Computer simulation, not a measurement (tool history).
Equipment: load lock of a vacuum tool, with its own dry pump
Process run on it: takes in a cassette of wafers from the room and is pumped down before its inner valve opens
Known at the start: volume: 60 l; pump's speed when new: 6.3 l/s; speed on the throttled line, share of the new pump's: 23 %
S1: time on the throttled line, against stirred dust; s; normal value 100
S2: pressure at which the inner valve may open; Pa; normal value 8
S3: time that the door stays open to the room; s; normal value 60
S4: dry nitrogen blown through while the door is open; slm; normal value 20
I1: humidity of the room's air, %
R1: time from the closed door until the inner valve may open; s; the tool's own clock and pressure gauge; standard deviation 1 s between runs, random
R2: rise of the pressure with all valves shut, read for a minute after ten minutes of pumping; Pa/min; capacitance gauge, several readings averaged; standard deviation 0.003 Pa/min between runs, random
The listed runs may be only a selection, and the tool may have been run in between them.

Run 1, day 0.000: usual settings; I1 43.3. Result: R1 169.4 s, R2 0.036 Pa/min.
Run 2, day 6.342: usual settings but S3 127 s; I1 48.0. Result: R1 167.2 s, R2 0.048 Pa/min.
Run 3, day 15.350: usual settings; I1 43.5. Result: R1 167.9 s, R2 0.035 Pa/min.
Run 4, day 21.808: usual settings; I1 45.6. Result: R1 166.6 s, R2 0.031 Pa/min.
Run 5, day 26.538: usual settings; I1 45.8. Result: R1 167.2 s, R2 0.032 Pa/min.
Run 6, day 32.983: usual settings; I1 44.7. Result: R1 167.7 s, R2 0.033 Pa/min.
Run 7, day 41.921: usual settings but S2 16 Pa, S3 104 s; I1 48.1. Result: R1 161.7 s, R2 0.047 Pa/min.
Run 8, day 48.267: usual settings but S2 16 Pa, S3 104 s; I1 45.1. Result: R1 161.2 s, R2 0.052 Pa/min.

What will run 9 give?
Run 9, day 54.883: usual settings but S1 192 s, S2 11 Pa, S3 234 s, S4 6 slm; I1 43.2. Result: R1 ?, R2 ?.

For run 9 the tool returned R1 234.9 s, R2 0.096 Pa/min.
Were there no unlogged condition in the tool, this run, its random variation unchanged, would have produced R1 234.9 s, R2 0.095 Pa/min.

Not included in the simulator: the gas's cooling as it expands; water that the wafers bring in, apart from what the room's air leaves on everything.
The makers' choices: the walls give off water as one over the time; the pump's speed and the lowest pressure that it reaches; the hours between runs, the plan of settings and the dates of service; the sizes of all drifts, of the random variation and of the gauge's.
